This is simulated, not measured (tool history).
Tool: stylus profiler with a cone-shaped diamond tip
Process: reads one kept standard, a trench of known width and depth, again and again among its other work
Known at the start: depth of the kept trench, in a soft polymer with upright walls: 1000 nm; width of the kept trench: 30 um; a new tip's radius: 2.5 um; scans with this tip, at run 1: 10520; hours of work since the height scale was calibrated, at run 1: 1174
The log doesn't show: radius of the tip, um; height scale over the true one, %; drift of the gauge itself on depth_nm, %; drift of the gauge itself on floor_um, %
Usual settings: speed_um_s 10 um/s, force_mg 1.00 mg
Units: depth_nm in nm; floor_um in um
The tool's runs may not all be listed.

run   hour  speed_um_s  force_mg  scans with this tip  hours of work since the height scale was calibrated  depth_nm  floor_um
  1    0.0          10      1.00                10520                                                 1174   1000.52     24.93
  2   44.9          10      1.00                10799                                                 1206   1000.65     24.97
  3   92.5          10      1.00                11095                                                 1239   1000.15     24.83
  4  145.8          10      1.00                11427                                                 1276    999.71     24.83
  5  212.4          10      1.00                11842                                                 1322   1000.06     24.77
  6  264.2           8      1.00                12164                                                 1358   1000.07     24.82
  7  299.5          10      1.00                12384                                                 1383    999.83     24.72
  8  360.3          10      1.00                12762                                                 1425    999.81     24.68
  9  401.4          10      1.00                13018                                                 1453    999.34     24.65
 10  469.3           2      1.64                13441                                                 1501   1000.62     24.71
     524.9  -- height scale calibrated on a step standard
 11  526.2           7      1.06                13791                                                    1   1004.57     24.62
 12  575.8          25      0.42                14100                                                   35   1002.50     24.45
 13  627.3          14      0.42                14420                                                   71   1001.86     24.51
 14  656.4          10      1.35                14602                                                   91   1004.85     24.66
 15  696.4           7      1.00                14851                                                  119   1003.35     24.58
 16  727.3           7      1.00                15043                                                  141   1003.80     24.56
     755.6  -- new tip fitted, height scale calibrated
 17  775.0          27      0.58                  121                                                   13   1002.31     25.90
 18  842.4          14      1.00                  541                                                   60   1003.46     25.89

Hidden state at the last listed run before each entry between runs and at the first one after, where it differs:
Between runs 10 and 11: height scale calibrated on a step standard (hour 524.9)
  radius of the tip, um: 4 -> 4.05; height scale over the true one, %: -0.476 -> 0.019
  measured less the result without the state, depth_nm: -4.80 -> +0.19 nm; floor_um: -1.29 -> -1.33 um
Between runs 16 and 17: new tip fitted, height scale calibrated (hour 755.6)
  radius of the tip, um: 4.2 -> 2.43; height scale over the true one, %: -0.023 -> -0.037
  measured less the result without the state, depth_nm: -0.23 -> -0.37 nm; floor_um: -1.44 -> +0.06 um
